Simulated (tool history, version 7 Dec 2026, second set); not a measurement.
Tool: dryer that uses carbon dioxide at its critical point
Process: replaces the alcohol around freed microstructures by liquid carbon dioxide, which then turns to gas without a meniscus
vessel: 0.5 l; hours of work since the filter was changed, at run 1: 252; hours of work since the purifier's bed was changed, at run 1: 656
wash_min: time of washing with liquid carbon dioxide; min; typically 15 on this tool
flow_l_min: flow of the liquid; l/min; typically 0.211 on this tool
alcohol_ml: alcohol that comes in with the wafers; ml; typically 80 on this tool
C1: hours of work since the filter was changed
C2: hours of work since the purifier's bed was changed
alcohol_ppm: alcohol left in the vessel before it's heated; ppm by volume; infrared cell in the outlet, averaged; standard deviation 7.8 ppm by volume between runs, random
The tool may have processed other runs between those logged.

run 1 hour=0 | wash_min=15 flow_l_min=0.211 alcohol_ml=80 | C1=252 C2=656 | alcohol_ppm=748
run 2 hour=15.8 | wash_min=18 flow_l_min=0.211 alcohol_ml=80 | C1=264 C2=668 | alcohol_ppm=307
run 3 hour=33.2 | wash_min=18 flow_l_min=0.211 alcohol_ml=80 | C1=278 C2=682 | alcohol_ppm=299
run 4 hour=57.2 | wash_min=18 flow_l_min=0.211 alcohol_ml=80 | C1=297 C2=701 | alcohol_ppm=323
run 5 hour=88.3 | wash_min=18 flow_l_min=0.211 alcohol_ml=80 | C1=321 C2=725 | alcohol_ppm=334
-- hour=109.4 inlet filter changed
run 6 hour=122.5 | wash_min=15 flow_l_min=0.134 alcohol_ml=80 | C1=10 C2=751 | alcohol_ppm=3908
run 7 hour=145.1 | wash_min=14 flow_l_min=0.145 alcohol_ml=53 | C1=28 C2=769 | alcohol_ppm=2591
run 8 hour=176.8 | wash_min=12 flow_l_min=0.189 alcohol_ml=53 | C1=53 C2=794 | alcohol_ppm=1652
run 9 hour=201.5 | wash_min=15 flow_l_min=0.179 alcohol_ml=22 | C1=72 C2=813 | alcohol_ppm=423
run 10 hour=230.4 | wash_min=15 flow_l_min=0.179 alcohol_ml=22 | C1=95 C2=836 | alcohol_ppm=438

What if the next run were any one of these 5? Each begins from the tool's condition after run 10:
run A hour=253.3 | wash_min=12 flow_l_min=0.293 alcohol_ml=45 | C1=113 C2=854 | alcohol_ppm=?
run B hour=253.3 | wash_min=22 flow_l_min=0.158 alcohol_ml=80 | C1=113 C2=854 | alcohol_ppm=?
run C hour=253.3 | wash_min=15 flow_l_min=0.291 alcohol_ml=22 | C1=113 C2=854 | alcohol_ppm=?
run D hour=253.3 | wash_min=15 flow_l_min=0.223 alcohol_ml=91 | C1=113 C2=854 | alcohol_ppm=?
run E hour=253.3 | wash_min=15 flow_l_min=0.337 alcohol_ml=22 | C1=113 C2=854 | alcohol_ppm=?

run=A alcohol_ppm=239
run=B alcohol_ppm=419
run=C alcohol_ppm=121
run=D alcohol_ppm=503
run=E alcohol_ppm=114
Had the tool no hidden state, the same runs would have come out as:
run=A alcohol_ppm=102
run=B alcohol_ppm=241
run=C alcohol_ppm=16
run=D alcohol_ppm=304
run=E alcohol_ppm=11
